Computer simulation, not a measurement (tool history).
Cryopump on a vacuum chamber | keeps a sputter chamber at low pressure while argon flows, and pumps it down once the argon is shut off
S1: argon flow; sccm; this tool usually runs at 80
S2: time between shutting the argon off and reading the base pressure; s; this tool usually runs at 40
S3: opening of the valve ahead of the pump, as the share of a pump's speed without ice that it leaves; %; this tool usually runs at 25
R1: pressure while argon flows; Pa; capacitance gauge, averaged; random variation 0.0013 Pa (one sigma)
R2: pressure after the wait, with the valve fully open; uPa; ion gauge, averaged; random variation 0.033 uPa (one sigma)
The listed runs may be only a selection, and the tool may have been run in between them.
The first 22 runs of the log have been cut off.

{"run": 23, "day": 47.775, "S1": 42, "S2": 69, "S3": 46, "R1": 0.0891, "R2": 2.95}
{"run": 24, "day": 49.871, "S1": 46, "S2": 48, "S3": 25, "R1": 0.1755, "R2": 3.43}
{"run": 25, "day": 51.242, "S1": 46, "S2": 48, "S3": 51, "R1": 0.0907, "R2": 3.33}
{"run": 26, "day": 53.925, "S1": 46, "S2": 48, "S3": 37, "R1": 0.1223, "R2": 3.48}
{"run": 27, "day": 56.212, "S1": 47, "S2": 182, "S3": 45, "R1": 0.105, "R2": 2.57}
{"run": 28, "day": 58.179, "S1": 47, "S2": 182, "S3": 45, "R1": 0.1042, "R2": 2.68}
{"run": 29, "day": 59.417, "S1": 47, "S2": 182, "S3": 45, "R1": 0.1052, "R2": 2.62}
{"run": 30, "day": 61.608, "S1": 47, "S2": 182, "S3": 45, "R1": 0.1067, "R2": 2.74}
{"run": 31, "day": 63.133, "S1": 58, "S2": 27, "S3": 33, "R1": 0.1766, "R2": 4.74}
{"run": 32, "day": 65.1, "S1": 92, "S2": 154, "S3": 25, "R1": 0.3636, "R2": 2.85}
{"run": 33, "day": 67.108, "S1": 92, "S2": 154, "S3": 29, "R1": 0.3176, "R2": 2.94}

3 ways to go on from here, each from the tool as it stands after run 33. What would each give?
{"day": 67.7, "done": "leaking fittings of the chamber tightened, without venting"}
{"run": "A", "day": 69.15, "S1": 92, "S2": 21, "S3": 23, "R1": "?", "R2": "?"}
{"day": 67.7, "done": "leaking fittings of the chamber tightened, without venting"}
{"run": "B", "day": 69.15, "S1": 91, "S2": 30, "S3": 26, "R1": "?", "R2": "?"}
{"day": 67.7, "done": "leaking fittings of the chamber tightened, without venting"}
{"run": "C", "day": 69.15, "S1": 88, "S2": 154, "S3": 33, "R1": "?", "R2": "?"}

run=A R1=0.3969 R2=3.23
run=B R1=0.3472 R2=2.35
run=C R1=0.2715 R2=0.68
What these runs would have given with no unlogged condition in the tool:
run=A R1=0.3721 R2=3.15
run=B R1=0.3228 R2=2.27
run=C R1=0.2479 R2=0.6
